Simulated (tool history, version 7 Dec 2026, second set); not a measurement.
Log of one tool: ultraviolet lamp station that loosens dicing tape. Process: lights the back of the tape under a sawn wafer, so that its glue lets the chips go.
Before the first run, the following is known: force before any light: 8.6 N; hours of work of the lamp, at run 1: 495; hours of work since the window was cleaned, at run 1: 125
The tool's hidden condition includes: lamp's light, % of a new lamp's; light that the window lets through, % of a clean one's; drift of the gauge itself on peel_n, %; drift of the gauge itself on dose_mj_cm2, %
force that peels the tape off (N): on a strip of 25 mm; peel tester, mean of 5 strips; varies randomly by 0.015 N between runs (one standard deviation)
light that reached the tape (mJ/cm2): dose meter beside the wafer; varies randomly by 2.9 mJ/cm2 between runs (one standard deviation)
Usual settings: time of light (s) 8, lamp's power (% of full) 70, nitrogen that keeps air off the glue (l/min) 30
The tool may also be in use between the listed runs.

run,day,time of light (s),lamp's power (% of full),nitrogen that keeps air off the glue (l/min),hours of work of the lamp,hours of work since the window was cleaned,force that peels the tape off (N),light that reached the tape (mJ/cm2)
1,0.000,8,70,30,495,125,0.677,417
2,0.379,8,70,30,501,131,0.674,413
3,0.821,8,70,30,509,139,0.664,412
4,1.533,8,70,30,521,151,0.686,416
5,2.142,8,70,30,531,161,0.672,415
6,3.000,8,70,30,546,176,0.666,417
7,3.633,8,70,30,557,187,0.664,418
8,4.417,8,70,30,570,200,0.684,416
9,4.900,4,70,30,578,208,2.188,207
10,5.625,4,70,30,591,221,2.260,210
11,6.083,4,70,30,599,229,2.266,206
12,6.925,4,70,30,613,243,2.178,209
13,7.588,8,65,30,624,254,0.823,384
14,8.321,8,97,34,637,267,0.347,572
15,8.842,15,98,25,645,276,0.194,1087
16,9.488,12,70,30,656,286,0.304,617
17,10.388,9,74,30,672,302,0.471,496
18,10.842,9,65,27,680,310,0.660,426
19,11.246,9,65,27,686,316,0.652,430
20,11.742,5,74,19,695,325,1.812,273
21,12.492,8,74,33,708,338,0.590,433
22,13.296,8,74,33,721,351,0.604,434
23,14.121,8,77,30,735,365,0.563,458
24,14.738,5,72,21,746,376,1.797,266

Consider 5 possible next runs. They are alternatives, not a sequence: every one starts from the tool as it was left by run 24. What does each give?
A,15.542,5,76,21,760,390,?,?
B,15.542,16,72,21,760,390,?,?
C,15.542,8,75,15,760,390,?,?
D,15.542,4,71,18,760,390,?,?
E,15.542,13,72,21,760,390,?,?

run,force that peels the tape off (N),light that reached the tape (mJ/cm2)
A,1.610,283
B,0.245,851
C,0.871,443
D,2.519,208
E,0.295,691
With no hidden state in the tool, these same runs would have given:
run,force that peels the tape off (N),light that reached the tape (mJ/cm2)
A,1.601,284
B,0.244,854
C,0.864,445
D,2.508,209
E,0.293,693

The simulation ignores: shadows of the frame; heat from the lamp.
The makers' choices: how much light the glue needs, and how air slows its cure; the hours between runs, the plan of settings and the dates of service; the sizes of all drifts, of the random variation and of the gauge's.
